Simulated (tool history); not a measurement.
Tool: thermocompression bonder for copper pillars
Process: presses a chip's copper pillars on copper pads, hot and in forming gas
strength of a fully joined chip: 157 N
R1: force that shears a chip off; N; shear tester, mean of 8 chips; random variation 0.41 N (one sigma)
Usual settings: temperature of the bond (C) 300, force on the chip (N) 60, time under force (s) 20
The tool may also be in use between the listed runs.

Run 1, hour 0: usual settings. Result: R1 83.7 N.
Run 2, hour 16: usual settings. Result: R1 82.6 N.
Run 3, hour 31.4: usual settings but time under force (s) 25. Result: R1 90.6 N.
Run 4, hour 48.7: usual settings but force on the chip (N) 77, time under force (s) 25. Result: R1 100.1 N.
Run 5, hour 57.8: usual settings but force on the chip (N) 77, time under force (s) 25. Result: R1 98.9 N.
Run 6, hour 76.2: usual settings but force on the chip (N) 77, time under force (s) 25. Result: R1 100.7 N.
Run 7, hour 87.7: usual settings but force on the chip (N) 53. Result: R1 78.7 N.
Run 8, hour 99.7: usual settings but force on the chip (N) 37. Result: R1 65.4 N.
Run 9, hour 110.6: usual settings. Result: R1 84 N.
Run 10, hour 120.9: usual settings but temperature of the bond (C) 291, force on the chip (N) 67, time under force (s) 11. Result: R1 66.7 N.
Run 11, hour 135.4: usual settings but force on the chip (N) 58, time under force (s) 13. Result: R1 70.7 N.
Run 12, hour 145.2: usual settings but temperature of the bond (C) 318, force on the chip (N) 84, time under force (s) 11. Result: R1 92.6 N.
Run 13, hour 161.3: usual settings but force on the chip (N) 79. Result: R1 95.8 N.
Run 14, hour 169.4: usual settings but force on the chip (N) 79, time under force (s) 35. Result: R1 111.7 N.
Run 15, hour 182.7: usual settings but force on the chip (N) 39, time under force (s) 12. Result: R1 54.9 N.
Run 16, hour 192.6: usual settings but temperature of the bond (C) 317, time under force (s) 24. Result: R1 98.6 N.

Run 17 comes next. What will it give?
Run 17, hour 204.5: usual settings but time under force (s) 39. Result: R1 ?.

{"run 17": {"R1": 102.4}}
Without the tool's hidden state the same run would have given R1 101.6 N.
